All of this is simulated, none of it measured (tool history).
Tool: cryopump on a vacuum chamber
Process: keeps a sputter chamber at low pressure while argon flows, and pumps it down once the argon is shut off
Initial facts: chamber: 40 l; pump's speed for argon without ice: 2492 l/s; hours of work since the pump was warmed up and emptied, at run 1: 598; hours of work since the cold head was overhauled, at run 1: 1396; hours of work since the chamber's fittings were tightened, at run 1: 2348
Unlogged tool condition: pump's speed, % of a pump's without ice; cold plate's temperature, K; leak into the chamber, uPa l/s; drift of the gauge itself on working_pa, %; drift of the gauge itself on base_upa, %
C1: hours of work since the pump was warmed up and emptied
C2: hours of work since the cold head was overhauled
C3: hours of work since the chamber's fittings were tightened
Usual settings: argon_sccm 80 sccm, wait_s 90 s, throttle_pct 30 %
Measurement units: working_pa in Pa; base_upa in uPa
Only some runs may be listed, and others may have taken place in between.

Run 1, hour 0.0: usual settings; C1 598; C2 1396; C3 2348. Result: working_pa 0.1928 Pa, base_upa 1.29 uPa.
Run 2, hour 52.2: usual settings but throttle_pct 27 %; C1 632; C2 1430; C3 2382. Result: working_pa 0.2134 Pa, base_upa 1.30 uPa.
Run 3, hour 86.0: usual settings but throttle_pct 27 %; C1 654; C2 1452; C3 2404. Result: working_pa 0.2135 Pa, base_upa 1.34 uPa.
Run 4, hour 120.5: usual settings but throttle_pct 27 %; C1 677; C2 1475; C3 2427. Result: working_pa 0.2132 Pa, base_upa 1.32 uPa.
Run 5, hour 154.1: usual settings but throttle_pct 27 %; C1 699; C2 1497; C3 2449. Result: working_pa 0.2133 Pa, base_upa 1.32 uPa.
Run 6, hour 208.2: usual settings but throttle_pct 27 %; C1 734; C2 1532; C3 2484. Result: working_pa 0.2136 Pa, base_upa 1.39 uPa.
At hour 227.3: pump warmed up, emptied and cooled again.
Run 7, hour 269.4: usual settings but wait_s 130 s, throttle_pct 27 %; C1 28; C2 1569; C3 2521. Result: working_pa 0.2020 Pa, base_upa 1.01 uPa.
Run 8, hour 312.9: usual settings; C1 56; C2 1597; C3 2549. Result: working_pa 0.1819 Pa, base_upa 1.19 uPa.
Run 9, hour 356.4: usual settings but wait_s 47 s; C1 84; C2 1626; C3 2578. Result: working_pa 0.1829 Pa, base_upa 1.72 uPa.
Run 10, hour 381.2: usual settings but wait_s 47 s; C1 101; C2 1642; C3 2594. Result: working_pa 0.1829 Pa, base_upa 1.71 uPa.
Run 11, hour 413.1: usual settings but throttle_pct 24 %; C1 121; C2 1663; C3 2615. Result: working_pa 0.2291 Pa, base_upa 1.27 uPa.
Run 12, hour 449.2: usual settings but throttle_pct 24 %; C1 145; C2 1687; C3 2638. Result: working_pa 0.2295 Pa, base_upa 1.27 uPa.
Run 13, hour 474.5: usual settings but throttle_pct 24 %; C1 162; C2 1703; C3 2655. Result: working_pa 0.2296 Pa, base_upa 1.29 uPa.
Run 14, hour 523.5: usual settings; C1 194; C2 1735; C3 2687. Result: working_pa 0.1835 Pa, base_upa 1.27 uPa.
Run 15, hour 578.2: usual settings; C1 229; C2 1771; C3 2722. Result: working_pa 0.1851 Pa, base_upa 1.27 uPa.
Run 16, hour 633.6: usual settings; C1 265; C2 1807; C3 2759. Result: working_pa 0.1869 Pa, base_upa 1.31 uPa.
Run 17, hour 685.0: usual settings but wait_s 32 s; C1 299; C2 1841; C3 2792. Result: working_pa 0.1862 Pa, base_upa 2.32 uPa.
Run 18, hour 745.1: usual settings but argon_sccm 53 sccm, throttle_pct 47 %; C1 338; C2 1880; C3 2831. Result: working_pa 0.0805 Pa, base_upa 1.36 uPa.
Run 19, hour 771.9: usual settings but argon_sccm 53 sccm, throttle_pct 47 %; C1 356; C2 1897; C3 2849. Result: working_pa 0.0802 Pa, base_upa 1.35 uPa.
Run 20, hour 813.7: usual settings but wait_s 293 s, throttle_pct 48 %; C1 383; C2 1925; C3 2876. Result: working_pa 0.1199 Pa, base_upa 1.00 uPa.
Run 21, hour 861.6: usual settings but wait_s 82 s; C1 414; C2 1956; C3 2908. Result: working_pa 0.1882 Pa, base_upa 1.42 uPa.
Run 22, hour 917.8: usual settings but argon_sccm 125 sccm, wait_s 25 s, throttle_pct 24 %; C1 451; C2 1993; C3 2944. Result: working_pa 0.3677 Pa, base_upa 2.76 uPa.
Run 23, hour 959.3: usual settings but argon_sccm 125 sccm, wait_s 25 s, throttle_pct 24 %; C1 478; C2 2020; C3 2971. Result: working_pa 0.3680 Pa, base_upa 2.79 uPa.
Run 24, hour 989.9: usual settings but argon_sccm 126 sccm, wait_s 119 s, throttle_pct 48 %; C1 498; C2 2040; C3 2991. Result: working_pa 0.1925 Pa, base_upa 1.29 uPa.
Run 25, hour 1030.5: usual settings but argon_sccm 151 sccm, wait_s 53 s, throttle_pct 44 %; C1 525; C2 2066; C3 3018. Result: working_pa 0.2534 Pa, base_upa 1.82 uPa.
Run 26, hour 1057.7: usual settings but argon_sccm 51 sccm, wait_s 47 s, throttle_pct 31 %; C1 543; C2 2084; C3 3036. Result: working_pa 0.1182 Pa, base_upa 1.95 uPa.
Run 27, hour 1109.5: usual settings but argon_sccm 51 sccm, wait_s 47 s, throttle_pct 57 %; C1 576; C2 2118; C3 3070. Result: working_pa 0.0676 Pa, base_upa 1.94 uPa.
Run 28, hour 1167.6: usual settings but argon_sccm 51 sccm, wait_s 47 s, throttle_pct 57 %; C1 614; C2 2156; C3 3107. Result: working_pa 0.0701 Pa, base_upa 1.99 uPa.
Run 29, hour 1213.6: usual settings but argon_sccm 51 sccm, wait_s 47 s, throttle_pct 57 %; C1 644; C2 2186; C3 3138. Result: working_pa 0.0690 Pa, base_upa 1.96 uPa.
Run 30, hour 1264.4: usual settings but argon_sccm 51 sccm, wait_s 47 s, throttle_pct 57 %; C1 678; C2 2219; C3 3171. Result: working_pa 0.0692 Pa, base_upa 2.08 uPa.
Run 31, hour 1289.9: usual settings but argon_sccm 51 sccm, wait_s 47 s, throttle_pct 57 %; C1 694; C2 2236; C3 3187. Result: working_pa 0.0695 Pa, base_upa 2.00 uPa.

Predict each of these 5 candidate next runs independently; none follows another, all start after run 31:
Run A, hour 1314.4: usual settings but argon_sccm 51 sccm, wait_s 56 s, throttle_pct 24 %; C1 710; C2 2252; C3 3203. Result: working_pa ?, base_upa ?.
Run B, hour 1314.4: usual settings but argon_sccm 48 sccm, wait_s 57 s, throttle_pct 26 %; C1 710; C2 2252; C3 3203. Result: working_pa ?, base_upa ?.
Run C, hour 1314.4: usual settings but wait_s 263 s, throttle_pct 31 %; C1 710; C2 2252; C3 3203. Result: working_pa ?, base_upa ?.
Run D, hour 1314.4: usual settings but argon_sccm 66 sccm, wait_s 64 s, throttle_pct 18 %; C1 710; C2 2252; C3 3203. Result: working_pa ?, base_upa ?.
Run E, hour 1314.4: usual settings but throttle_pct 32 %; C1 710; C2 2252; C3 3203. Result: working_pa ?, base_upa ?.

run  working_pa  base_upa
  A      0.1523      1.88
  B      0.1340      1.81
  C      0.1887      1.20
  D      0.2594      1.74
  E      0.1836      1.55
Take away the tool's hidden state, keep each run's random variation, and the runs would have read:
run  working_pa  base_upa
  A      0.1435      0.99
  B      0.1255      0.95
  C      0.1747      0.31
  D      0.2478      0.86
  E      0.1697      0.67
